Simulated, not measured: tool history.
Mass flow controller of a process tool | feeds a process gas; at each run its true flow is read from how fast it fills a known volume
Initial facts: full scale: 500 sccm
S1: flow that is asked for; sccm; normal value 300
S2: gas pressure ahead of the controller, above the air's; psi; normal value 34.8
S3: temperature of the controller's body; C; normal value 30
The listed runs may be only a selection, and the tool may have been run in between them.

{"run": 1, "hour": 0.0, "S1": 300, "S2": 34.8, "S3": 30, "true flow (%)": 100.14}
{"run": 2, "hour": 310.0, "S1": 300, "S2": 34.8, "S3": 30, "true flow (%)": 99.99}
{"run": 3, "hour": 478.0, "S1": 300, "S2": 34.8, "S3": 30, "true flow (%)": 100.0}
{"run": 4, "hour": 739.4, "S1": 300, "S2": 34.8, "S3": 30, "true flow (%)": 100.03}
{"run": 5, "hour": 962.0, "S1": 57, "S2": 34.8, "S3": 30, "true flow (%)": 99.35}
{"run": 6, "hour": 1264.4, "S1": 57, "S2": 34.8, "S3": 30, "true flow (%)": 99.28}
{"run": 7, "hour": 1466.6, "S1": 57, "S2": 34.8, "S3": 30, "true flow (%)": 99.31}
{"run": 8, "hour": 1626.2, "S1": 57, "S2": 34.8, "S3": 30, "true flow (%)": 99.23}
{"run": 9, "hour": 1827.6, "S1": 57, "S2": 34.8, "S3": 30, "true flow (%)": 99.17}
{"run": 10, "hour": 2071.6, "S1": 57, "S2": 28.6, "S3": 30, "true flow (%)": 98.89}

Estimate the outcome of run 11 from the log above:
{"run": 11, "hour": 2338.3, "S1": 105, "S2": 34.8, "S3": 38, "true flow (%)": "?"}

true flow (%): 99.96
With the hidden condition absent and the run-to-run variation left alone, this run would have shown true flow (%) 100.41.
